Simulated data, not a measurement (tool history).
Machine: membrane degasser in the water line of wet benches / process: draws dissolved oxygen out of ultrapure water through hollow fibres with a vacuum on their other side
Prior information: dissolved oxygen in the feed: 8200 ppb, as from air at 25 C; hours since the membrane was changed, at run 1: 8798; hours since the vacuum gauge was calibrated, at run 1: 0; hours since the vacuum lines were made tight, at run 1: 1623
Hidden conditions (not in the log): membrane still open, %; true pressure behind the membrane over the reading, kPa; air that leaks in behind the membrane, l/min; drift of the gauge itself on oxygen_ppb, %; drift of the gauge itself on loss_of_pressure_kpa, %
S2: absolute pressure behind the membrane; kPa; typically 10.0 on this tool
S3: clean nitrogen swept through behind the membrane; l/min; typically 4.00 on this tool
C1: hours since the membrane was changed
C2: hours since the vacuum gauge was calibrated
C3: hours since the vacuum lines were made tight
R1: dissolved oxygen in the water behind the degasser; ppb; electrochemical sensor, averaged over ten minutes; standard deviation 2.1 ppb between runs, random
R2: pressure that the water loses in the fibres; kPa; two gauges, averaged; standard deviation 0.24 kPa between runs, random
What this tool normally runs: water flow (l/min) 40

{"run": 1, "hour": 0.0, "water flow (l/min)": 40, "S2": 10.0, "S3": 4.0, "C1": 8798, "C2": 0, "C3": 1623, "R1": 204.3, "R2": 61.23}
{"run": 2, "hour": 255.5, "water flow (l/min)": 40, "S2": 10.0, "S3": 4.0, "C1": 9054, "C2": 255, "C3": 1878, "R1": 206.8, "R2": 60.92}
{"run": 3, "hour": 579.6, "water flow (l/min)": 40, "S2": 10.0, "S3": 4.0, "C1": 9378, "C2": 580, "C3": 2202, "R1": 204.9, "R2": 60.96}
{"run": 4, "hour": 853.8, "water flow (l/min)": 40, "S2": 10.0, "S3": 4.0, "C1": 9652, "C2": 854, "C3": 2476, "R1": 206.8, "R2": 60.98}
{"run": 5, "hour": 1185.3, "water flow (l/min)": 40, "S2": 10.0, "S3": 4.0, "C1": 9983, "C2": 1185, "C3": 2808, "R1": 206.9, "R2": 61.34}
{"run": 6, "hour": 1484.6, "water flow (l/min)": 40, "S2": 10.0, "S3": 4.0, "C1": 10283, "C2": 1485, "C3": 3107, "R1": 204.4, "R2": 60.99}
{"run": 7, "hour": 1712.4, "water flow (l/min)": 40, "S2": 10.0, "S3": 4.0, "C1": 10511, "C2": 1712, "C3": 3335, "R1": 204.3, "R2": 61.43}
{"run": 8, "hour": 1928.0, "water flow (l/min)": 61, "S2": 10.0, "S3": 3.73, "C1": 10726, "C2": 1928, "C3": 3550, "R1": 382.8, "R2": 93.33}
{"run": 9, "hour": 2142.7, "water flow (l/min)": 54, "S2": 10.0, "S3": 4.0, "C1": 10941, "C2": 2143, "C3": 3765, "R1": 311.4, "R2": 82.37}
{"run": 10, "hour": 2319.2, "water flow (l/min)": 33, "S2": 8.5, "S3": 2.11, "C1": 11117, "C2": 2319, "C3": 3942, "R1": 216.3, "R2": 50.47}
{"run": 11, "hour": 2603.9, "water flow (l/min)": 33, "S2": 10.0, "S3": 3.93, "C1": 11402, "C2": 2604, "C3": 4226, "R1": 164.6, "R2": 50.34}
{"run": 12, "hour": 2862.0, "water flow (l/min)": 64, "S2": 18.2, "S3": 2.36, "C1": 11660, "C2": 2862, "C3": 4485, "R1": 927.2, "R2": 97.52}
{"run": 13, "hour": 3019.0, "water flow (l/min)": 54, "S2": 13.7, "S3": 4.0, "C1": 11817, "C2": 3019, "C3": 4642, "R1": 410.4, "R2": 82.02}

4 options for the next run, each taken on its own from the tool as it stands now. Forecast them:
{"run": "A", "hour": 3322.2, "water flow (l/min)": 40, "S2": 10.0, "S3": 3.29, "C1": 12120, "C2": 3322, "C3": 4945, "R1": "?", "R2": "?"}
{"run": "B", "hour": 3322.2, "water flow (l/min)": 54, "S2": 10.5, "S3": 2.38, "C1": 12120, "C2": 3322, "C3": 4945, "R1": "?", "R2": "?"}
{"run": "C", "hour": 3322.2, "water flow (l/min)": 54, "S2": 13.7, "S3": 2.37, "C1": 12120, "C2": 3322, "C3": 4945, "R1": "?", "R2": "?"}
{"run": "D", "hour": 3322.2, "water flow (l/min)": 44, "S2": 13.9, "S3": 9.55, "C1": 12120, "C2": 3322, "C3": 4945, "R1": "?", "R2": "?"}

run=A R1=237.4 R2=60.85
run=B R1=451.5 R2=82.51
run=C R1=585.5 R2=82.32
run=D R1=185.5 R2=66.86
The same runs, with their run-to-run variation unchanged, on a tool lacking any hidden condition would have given:
run=A R1=237.1 R2=60.79
run=B R1=450.9 R2=82.44
run=C R1=584.9 R2=82.25
run=D R1=185.2 R2=66.80
